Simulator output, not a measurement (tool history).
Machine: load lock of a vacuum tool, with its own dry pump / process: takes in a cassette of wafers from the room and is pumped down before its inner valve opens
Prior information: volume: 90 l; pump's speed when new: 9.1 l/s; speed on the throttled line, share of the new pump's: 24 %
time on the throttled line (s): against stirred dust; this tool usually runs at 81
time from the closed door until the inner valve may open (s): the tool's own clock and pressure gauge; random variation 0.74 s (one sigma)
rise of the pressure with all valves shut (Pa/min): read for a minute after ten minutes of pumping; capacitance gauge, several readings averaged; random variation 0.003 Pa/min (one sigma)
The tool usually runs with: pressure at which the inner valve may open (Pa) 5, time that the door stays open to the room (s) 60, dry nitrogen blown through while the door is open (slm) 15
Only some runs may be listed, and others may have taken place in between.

run,hour,time on the throttled line (s),pressure at which the inner valve may open (Pa),time that the door stays open to the room (s),dry nitrogen blown through while the door is open (slm),"incoming humidity of the room's air, %",time from the closed door until the inner valve may open (s),rise of the pressure with all valves shut (Pa/min)
1,0,81,5,60,15,46.6,164,0.073
2,171.3,81,5,60,15,44.6,165.2,0.078
3,380.1,81,5,60,15,45.7,164.3,0.077
4,578,68,5,60,15,47.5,154.3,0.077
5,766,81,9,60,15,46.5,156.7,0.079
6,961.2,81,9,60,30,45.3,157.3,0.077
7,1108.5,81,9,60,30,41.6,157.4,0.079
8,1326.9,81,9,60,30,45.1,158,0.089
9,1647.6,81,9,60,30,45.3,159.5,0.094
10,1970.2,81,9,60,30,44.9,158.9,0.092
11,2256.3,81,9,60,30,46.2,159.6,0.106
12,2459.4,81,9,60,30,46.1,158.2,0.108
13,2754,81,5,60,15,47.6,165.7,0.125
14,3078.5,81,5,60,17,47.4,164.9,0.131
15,3403,81,5,84,15,46.2,166.6,0.149
16,3687.9,81,5,84,15,47.5,165.5,0.159
17,4027.3,81,5,84,15,43.2,165.4,0.159
18,4177.2,81,5,84,15,42.2,167.8,0.168
19,4425.5,56,8,84,15,44.2,142.6,0.175
20,4729.6,81,5,48,15,44.6,167.2,0.169
21,5048.3,81,5,48,15,44,168,0.178
22,5185.8,81,5,48,15,45.7,169.4,0.183
23,5334.2,155,10,60,16,43.3,214.8,0.187
24,5575.7,155,10,60,16,43.7,214.7,0.199
25,5830.9,81,9,60,17,44.9,159.8,0.206
26,6001.5,81,5,60,29,47,168.3,0.201
27,6308.2,81,5,60,29,43.2,168.3,0.212
28,6630.2,81,9,60,37,41,160.9,0.219
29,6946.8,63,4,60,8,48,158.9,0.255
30,7197,63,4,60,8,44,160.2,0.261
31,7435.5,43,5,144,15,44,142.5,0.284
32,7653.7,81,5,60,39,42.4,169.3,0.25
33,7946.1,84,10,46,15,44.9,164.8,0.27
34,8131.8,84,10,46,15,46,163.7,0.281
35,8331.4,84,10,46,15,46.3,165.2,0.282
36,8495.1,84,10,46,15,44.9,164.8,0.287

Subtracting, for every run, the result it would have given without the tool's unlogged condition from the measured result gives the following. The same run-to-run variation enters both numbers; the gauge's scatter may not:
Hidden conditions of the tool in this case: pump's speed, % of a new pump's; leak at the door's seal, Pa l/s; drift of the gauge itself on ready_s, %; drift of the gauge itself on rise_pa_min, %.
run,time from the closed door until the inner valve may open (s),rise of the pressure with all valves shut (Pa/min)
1,+3.4,+0.034
2,+3.5,+0.037
3,+3.7,+0.04
4,+4,+0.044
5,+3.7,+0.046
6,+3.8,+0.049
7,+4,+0.053
8,+4.1,+0.057
9,+4.3,+0.064
10,+4.6,+0.071
11,+4.8,+0.078
12,+4.9,+0.084
13,+5.8,+0.089
14,+5.9,+0.095
15,+6.3,+0.103
16,+6.5,+0.112
17,+6.7,+0.12
18,+6.9,+0.124
19,+7.2,+0.131
20,+7.4,+0.138
21,+7.6,+0.146
22,+7.8,+0.153
23,+5.3,+0.157
24,+5.4,+0.165
25,+7.4,+0.172
26,+8.5,+0.175
27,+8.7,+0.187
28,+8,+0.195
29,+10.3,+0.21
30,+10.5,+0.217
31,+10.8,+0.227
32,+9.8,+0.232
33,+8.9,+0.244
34,+9.1,+0.251
35,+9.2,+0.254
36,+9.3,+0.263

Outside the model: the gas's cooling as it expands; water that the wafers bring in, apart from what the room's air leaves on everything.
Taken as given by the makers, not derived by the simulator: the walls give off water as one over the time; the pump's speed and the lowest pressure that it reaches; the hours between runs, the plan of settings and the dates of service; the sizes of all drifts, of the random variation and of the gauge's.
